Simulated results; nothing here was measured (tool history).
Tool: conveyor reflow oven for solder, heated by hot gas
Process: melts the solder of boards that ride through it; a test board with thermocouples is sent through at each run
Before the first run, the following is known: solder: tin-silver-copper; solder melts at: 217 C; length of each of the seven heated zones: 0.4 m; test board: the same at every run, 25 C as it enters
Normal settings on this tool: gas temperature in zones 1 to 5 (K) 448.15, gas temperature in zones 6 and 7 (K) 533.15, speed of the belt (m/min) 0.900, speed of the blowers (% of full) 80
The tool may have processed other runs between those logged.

run     day  gas temperature in zones 1 to 5 (K)  gas temperature in zones 6 and 7 (K)  speed of the belt (m/min)  speed of the blowers (% of full)  highest temperature of the board (K)  time above the solder's melting point (s)
  1   0.000                               448.15                                533.15                      0.900                                80                                519.88                                      37.83
  2   0.658                               448.15                                533.15                      0.900                                80                                519.91                                      37.85
  3   1.429                               448.15                                533.15                      0.900                                80                                519.72                                      37.76
  4   2.312                               457.15                                533.15                      0.900                                80                                521.27                                      41.23
  5   2.983                               450.15                                533.15                      0.900                                80                                520.12                                      38.54
  6   3.871                               450.15                                533.15                      0.900                                80                                519.99                                      38.36
  7   4.488                               448.15                                533.15                      0.829                                80                                521.90                                      42.81
  8   5.333                               448.15                                533.15                      0.829                                80                                521.68                                      42.82
  9   5.812                               448.15                                533.15                      0.900                                80                                519.67                                      37.66
 10   6.267                               448.15                                533.15                      1.060                                80                                514.85                                      28.22
 11   7.188                               448.15                                533.15                      1.060                                80                                514.58                                      28.25
 12   8.046                               448.15                                533.15                      1.060                                80                                514.63                                      28.16
 13   8.854                               448.15                                533.15                      0.900                                80                                519.48                                      37.62
 14   9.638                               448.15                                533.15                      0.900                                80                                519.38                                      37.50
 15  10.088                               448.15                                533.15                      0.900                                80                                519.35                                      37.60
 16  10.862                               448.15                                533.15                      0.900                                80                                519.40                                      37.57
 17  11.504                               441.15                                533.15                      0.926                                60                                511.37                                      27.75
 18  12.296                               448.15                                533.15                      0.872                                76                                519.29                                      38.59
 19  12.879                               448.15                                533.15                      0.872                                76                                519.29                                      38.66
 20  13.692                               443.15                                533.15                      0.888                                80                                518.69                                      36.45
     13.933  -- belt drive overhauled, speed set with a stopwatch
 21  14.417                               450.15                                533.15                      0.879                                70                                517.96                                      37.79
     14.771  -- flux residue cleaned out of gas plates and filters
 22  15.338                               450.15                                533.15                      0.879                                70                                518.28                                      38.12
 23  15.788                               434.15                                541.15                      0.864                                65                                521.38                                      36.37
 24  16.546                               456.15                                541.15                      0.864                                75                                527.78                                      45.95
 25  17.488                               444.15                                533.15                      0.756                                80                                523.16                                      47.77
 26  18.350                               435.15                                527.15                      1.006                                56                                500.40                                      14.03
 27  18.783                               435.15                                527.15                      1.006                                56                                500.45                                      13.98
 28  19.208                               435.15                                527.15                      1.006                                56                                500.44                                      14.04
     19.567  -- belt drive overhauled, speed set with a stopwatch, once more
 29  20.308                               459.15                                534.15                      0.882                                80                                522.13                                      43.03
 30  21.038                               459.15                                534.15                      0.882                                80                                522.07                                      43.00
 31  21.588                               459.15                                534.15                      0.882                                80                                522.16                                      42.99

Forecast each of these 3 alternatives for the next run:
  A  22.042                               448.15                                533.15                      0.792                                80                                     ?                                          ?
  B  22.042                               459.15                                545.15                      0.895                                56                                     ?                                          ?
  C  22.042                               459.15                                546.15                      0.882                                68                                     ?                                          ?

run  highest temperature of the board (K)  time above the solder's melting point (s)
  A                                522.11                                      45.04
  B                                524.81                                      42.13
  C                                529.74                                      45.90
Stripped of hidden state, with their random variation kept, the same runs would have yielded:
run  highest temperature of the board (K)  time above the solder's melting point (s)
  A                                523.06                                      45.66
  B                                525.73                                      42.66
  C                                530.71                                      46.35
